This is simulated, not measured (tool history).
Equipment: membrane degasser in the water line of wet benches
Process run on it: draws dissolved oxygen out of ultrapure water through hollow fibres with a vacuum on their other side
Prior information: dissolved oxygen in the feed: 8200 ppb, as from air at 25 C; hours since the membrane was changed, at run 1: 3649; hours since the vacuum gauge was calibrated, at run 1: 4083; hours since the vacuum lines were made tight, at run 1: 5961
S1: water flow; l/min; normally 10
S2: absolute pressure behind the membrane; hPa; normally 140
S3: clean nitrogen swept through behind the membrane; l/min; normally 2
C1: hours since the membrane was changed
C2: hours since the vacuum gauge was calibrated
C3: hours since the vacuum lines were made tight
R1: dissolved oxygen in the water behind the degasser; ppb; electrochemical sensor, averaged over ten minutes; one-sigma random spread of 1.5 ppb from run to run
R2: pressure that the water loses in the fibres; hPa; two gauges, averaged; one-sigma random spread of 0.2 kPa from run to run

| run | day | S1 | S2 | S3 | C1 | C2 | C3 | R1 | R2 |
|---|---|---|---|---|---|---|---|---|---|
| 1 | 0 | 10 | 140 | 2 | 3649 | 4083 | 5961 | 158.2 | 454.4 |
| 2 | 3.133 | 10 | 140 | 2 | 3724 | 4158 | 6036 | 156 | 457.7 |
| 3 | 6.171 | 10 | 140 | 3.93 | 3797 | 4231 | 6109 | 94.7 | 458.8 |
| 4 | 10.717 | 13 | 140 | 2 | 3906 | 4340 | 6218 | 239.3 | 594.9 |
| 5 | 17.946 | 14 | 140 | 2 | 4080 | 4513 | 6392 | 277.2 | 638.4 |
| 6 | 22.796 | 14 | 140 | 2 | 4196 | 4630 | 6508 | 278 | 639.8 |
| 7 | 28.45 | 14 | 140 | 2 | 4332 | 4765 | 6644 | 274 | 637.9 |
| 8 | 31.596 | 6 | 140 | 2 | 4407 | 4841 | 6719 | 86.2 | 276.3 |
| 9 | 36.025 | 6 | 94 | 2 | 4514 | 4947 | 6825 | 50.2 | 274.4 |
| 10 | 42.3 | 6 | 94 | 2 | 4664 | 5098 | 6976 | 51.6 | 270.9 |
|  | 45.175 | seals of the vacuum lines changed |
| 11 | 49.392 | 6 | 94 | 2 | 4833 | 5266 | 101 | 49.3 | 273.6 |
| 12 | 54.142 | 14 | 342 | 2 | 4947 | 5380 | 215 | 592.1 | 644.7 |
| 13 | 57.146 | 12 | 146 | 2 | 5019 | 5452 | 287 | 220.2 | 552.1 |
| 14 | 60.262 | 12 | 112 | 3.92 | 5093 | 5527 | 362 | 115.5 | 549.6 |
| 15 | 65.246 | 8 | 243 | 1.51 | 5213 | 5646 | 482 | 279.3 | 364.7 |
| 16 | 71.683 | 10 | 243 | 0.95 | 5368 | 5801 | 636 | 538.9 | 461.2 |
| 17 | 76.217 | 12 | 140 | 2 | 5476 | 5910 | 745 | 210.7 | 556.6 |
| 18 | 82.783 | 12 | 140 | 2 | 5634 | 6067 | 903 | 212.4 | 553.8 |
| 19 | 86.762 | 12 | 131 | 1.21 | 5730 | 6163 | 998 | 288.4 | 556.5 |
| 20 | 92.358 | 12 | 151 | 1.54 | 5864 | 6297 | 1132 | 276.2 | 558.2 |
| 21 | 99.662 | 13 | 229 | 2 | 6039 | 6472 | 1308 | 377.3 | 603.1 |
| 22 | 105.3 | 11 | 187 | 5.57 | 6174 | 6608 | 1443 | 116.5 | 510.9 |

3 options for the next run, each taken on its own from the tool as it stands now. Forecast them:
| A | 110.233 | 10 | 86 | 3.27 | 6293 | 6726 | 1561 | ? | ? |
| B | 110.233 | 13 | 94 | 2.07 | 6293 | 6726 | 1561 | ? | ? |
| C | 110.233 | 8 | 310 | 0.99 | 6293 | 6726 | 1561 | ? | ? |

| run | R1 | R2 |
|---|---|---|
| A | 70.2 | 463.3 |
| B | 174.1 | 602.4 |
| C | 528.9 | 370.3 |
With the hidden condition removed and each run's random variation left untouched, the same runs would have given:
| run | R1 | R2 |
|---|---|---|
| A | 62.1 | 448.3 |
| B | 156.5 | 582.8 |
| C | 515.3 | 358.3 |
